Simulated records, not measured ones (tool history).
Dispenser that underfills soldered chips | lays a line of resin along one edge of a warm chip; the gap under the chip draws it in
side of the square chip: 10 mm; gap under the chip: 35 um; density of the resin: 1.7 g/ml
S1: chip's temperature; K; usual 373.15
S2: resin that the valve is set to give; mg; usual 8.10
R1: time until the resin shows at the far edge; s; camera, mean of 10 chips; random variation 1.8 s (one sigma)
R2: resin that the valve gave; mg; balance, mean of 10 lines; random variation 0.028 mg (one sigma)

run	hour	S1	S2	R1	R2
1	0.0	373.15	8.10	201.6	7.76
# hour 8.4: dispensing valve cleaned and set on the balance
2	10.2	366.15	8.10	403.6	8.05
# hour 11.5: new syringe of resin
3	18.7	373.15	8.10	243.5	8.02
# hour 24.6: new syringe of resin
4	24.6	373.15	8.10	181.6	8.00
5	33.6	373.15	8.10	263.9	7.94
# hour 37.8: new syringe of resin
6	43.0	373.15	8.10	228.2	7.84
7	47.7	368.15	8.10	337.1	7.91
# hour 50.6: new syringe of resin
8	56.4	368.15	8.10	282.8	7.88
9	60.8	373.15	8.10	275.0	7.78
# hour 64.2: new syringe of resin
10	69.8	373.15	9.68	223.7	9.31
# hour 77.3: new syringe of resin
11	78.0	373.15	9.68	182.3	9.32
12	86.5	373.15	9.68	256.8	9.20
# hour 89.9: dispensing valve cleaned and set on the balance
# hour 91.6: new syringe of resin
13	94.0	373.15	9.68	199.7	9.63
14	100.8	368.15	9.68	318.8	9.52
# hour 105.1: new syringe of resin
15	107.0	373.15	10.20	189.8	10.10
16	116.0	373.15	10.20	276.0	10.04
# hour 118.0: new syringe of resin
17	125.0	373.15	10.20	239.0	9.96
# hour 130.8: new syringe of resin
18	133.3	373.15	10.20	194.3	9.91
19	139.3	373.15	10.20	256.7	9.88
# hour 144.1: new syringe of resin
20	147.7	373.15	9.02	208.3	8.65
21	153.4	359.15	7.48	499.7	7.17
# hour 157.2: new syringe of resin
22	161.5	376.15	8.83	191.8	8.44
# hour 170.2: new syringe of resin
23	170.2	376.15	8.83	164.8	8.35
# hour 171.9: dispensing valve cleaned and set on the balance
24	178.0	361.15	8.06	399.6	8.04
25	182.5	367.15	9.45	371.1	9.41
# hour 184.4: new syringe of resin
26	191.3	371.15	9.75	253.2	9.61
# hour 197.3: new syringe of resin
27	198.2	373.15	9.67	186.3	9.55
28	204.1	358.15	9.67	450.5	9.48
29	209.6	358.15	9.67	557.3	9.46
# hour 210.7: new syringe of resin
30	218.9	368.15	8.63	323.6	8.36
# hour 223.7: new syringe of resin
31	226.3	374.15	9.72	192.1	9.41
32	234.1	368.15	10.14	344.5	9.78
# hour 236.6: new syringe of resin
33	242.3	362.15	8.32	381.6	7.97
34	248.4	379.15	7.93	254.2	7.57
# hour 249.5: new syringe of resin
# hour 253.4: dispensing valve cleaned and set on the balance
35	256.8	379.15	7.93	193.3	7.89
36	262.1	371.15	6.98	343.0	6.95

Forecast each of these 3 alternatives for the next run:
# hour 263.3: new syringe of resin
A	269.7	382.15	9.96	?	?
# hour 263.3: new syringe of resin
B	269.7	361.15	9.47	?	?
# hour 263.3: new syringe of resin
C	269.7	373.15	9.98	?	?

run	R1	R2
A	166.5	9.78
B	387.0	9.34
C	238.9	9.89
Without the tool's hidden state the same runs would have given:
run	R1	R2
A	117.3	9.89
B	269.9	9.44
C	167.5	10.00
